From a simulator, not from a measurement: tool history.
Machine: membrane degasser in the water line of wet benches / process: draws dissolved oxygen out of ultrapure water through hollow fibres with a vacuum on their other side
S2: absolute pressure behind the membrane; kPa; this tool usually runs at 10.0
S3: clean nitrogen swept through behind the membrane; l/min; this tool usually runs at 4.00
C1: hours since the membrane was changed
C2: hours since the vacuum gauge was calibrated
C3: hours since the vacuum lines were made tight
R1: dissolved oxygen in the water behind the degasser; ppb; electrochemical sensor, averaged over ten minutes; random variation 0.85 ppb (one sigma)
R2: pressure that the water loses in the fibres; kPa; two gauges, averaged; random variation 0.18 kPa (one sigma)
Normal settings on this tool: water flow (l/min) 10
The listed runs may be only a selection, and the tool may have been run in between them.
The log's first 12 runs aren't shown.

Run 13, hour 1016.3: usual settings; C1 3937; C2 1573; C3 4624. Result: R1 80.7 ppb, R2 35.68 kPa.
Run 14, hour 1120.1: usual settings; C1 4041; C2 1677; C3 4728. Result: R1 79.5 ppb, R2 35.59 kPa.
Run 15, hour 1212.3: usual settings; C1 4133; C2 1769; C3 4820. Result: R1 80.7 ppb, R2 35.65 kPa.
Run 16, hour 1323.6: usual settings but water flow (l/min) 13; C1 4244; C2 1880; C3 4932. Result: R1 126.6 ppb, R2 46.32 kPa.
Run 17, hour 1410.0: usual settings but water flow (l/min) 14, S3 7.48 l/min; C1 4330; C2 1967; C3 5018. Result: R1 116.2 ppb, R2 49.85 kPa.
Run 18, hour 1495.3: usual settings but water flow (l/min) 14, S3 7.48 l/min; C1 4416; C2 2052; C3 5103. Result: R1 116.0 ppb, R2 49.71 kPa.
Run 19, hour 1596.3: usual settings but S3 2.92 l/min; C1 4517; C2 2153; C3 5204. Result: R1 94.8 ppb, R2 35.46 kPa.
Run 20, hour 1721.9: usual settings but S2 8.5 kPa, S3 9.03 l/min; C1 4642; C2 2279; C3 5330. Result: R1 53.1 ppb, R2 35.65 kPa.
Run 21, hour 1786.7: usual settings but S2 16.3 kPa, S3 2.00 l/min; C1 4707; C2 2343; C3 5395. Result: R1 192.1 ppb, R2 35.88 kPa.
Run 22, hour 1897.2: usual settings but S2 16.3 kPa, S3 2.00 l/min; C1 4818; C2 2454; C3 5505. Result: R1 193.7 ppb, R2 35.99 kPa.
Run 23, hour 1962.6: usual settings but water flow (l/min) 11, S2 9.9 kPa; C1 4883; C2 2519; C3 5571. Result: R1 94.8 ppb, R2 39.55 kPa.
Run 24, hour 2054.0: usual settings but water flow (l/min) 11, S2 9.9 kPa; C1 4974; C2 2611; C3 5662. Result: R1 95.4 ppb, R2 39.11 kPa.
Run 25, hour 2133.1: usual settings but water flow (l/min) 12, S2 14.6 kPa; C1 5054; C2 2690; C3 5741. Result: R1 143.1 ppb, R2 43.16 kPa.
Run 26, hour 2192.6: usual settings but water flow (l/min) 12, S2 14.6 kPa; C1 5113; C2 2749; C3 5801. Result: R1 143.4 ppb, R2 43.01 kPa.
Run 27, hour 2257.2: usual settings but water flow (l/min) 7, S2 18.8 kPa, S3 9.89 l/min; C1 5178; C2 2814; C3 5865. Result: R1 41.1 ppb, R2 24.53 kPa.
Run 28, hour 2377.9: usual settings but water flow (l/min) 9, S2 6.2 kPa, S3 2.65 l/min; C1 5298; C2 2935; C3 5986. Result: R1 53.5 ppb, R2 31.96 kPa.
Run 29, hour 2476.1: usual settings but water flow (l/min) 8, S3 1.61 l/min; C1 5397; C2 3033; C3 6084. Result: R1 100.9 ppb, R2 28.39 kPa.
Run 30, hour 2533.4: usual settings but water flow (l/min) 11, S3 6.61 l/min; C1 5454; C2 3090; C3 6141. Result: R1 75.3 ppb, R2 39.49 kPa.
Run 31, hour 2585.5: usual settings but water flow (l/min) 11, S3 6.61 l/min; C1 5506; C2 3142; C3 6193. Result: R1 76.3 ppb, R2 39.15 kPa.
At hour 2633.9: seals of the vacuum lines changed.
Run 32, hour 2695.9: usual settings but water flow (l/min) 11, S3 6.61 l/min; C1 5614; C2 3251; C3 62. Result: R1 76.3 ppb, R2 38.94 kPa.

Here are 3 independent what-if runs from the current tool condition. What would each one return?
Run A, hour 2756.5: usual settings but S2 6.7 kPa; C1 5675; C2 3311; C3 123. Result: R1 ?, R2 ?.
Run B, hour 2756.5: usual settings but water flow (l/min) 11, S3 6.61 l/min; C1 5675; C2 3311; C3 123. Result: R1 ?, R2 ?.
Run C, hour 2756.5: usual settings but water flow (l/min) 12, S2 13.1 kPa, S3 4.39 l/min; C1 5675; C2 3311; C3 123. Result: R1 ?, R2 ?.

run     R1     R2
  A   59.5  35.87
  B   77.2  39.46
  C  126.1  42.77
Without the tool's hidden state the same runs would have given:
run     R1     R2
  A   59.3  35.84
  B   77.0  39.43
  C  125.8  42.74

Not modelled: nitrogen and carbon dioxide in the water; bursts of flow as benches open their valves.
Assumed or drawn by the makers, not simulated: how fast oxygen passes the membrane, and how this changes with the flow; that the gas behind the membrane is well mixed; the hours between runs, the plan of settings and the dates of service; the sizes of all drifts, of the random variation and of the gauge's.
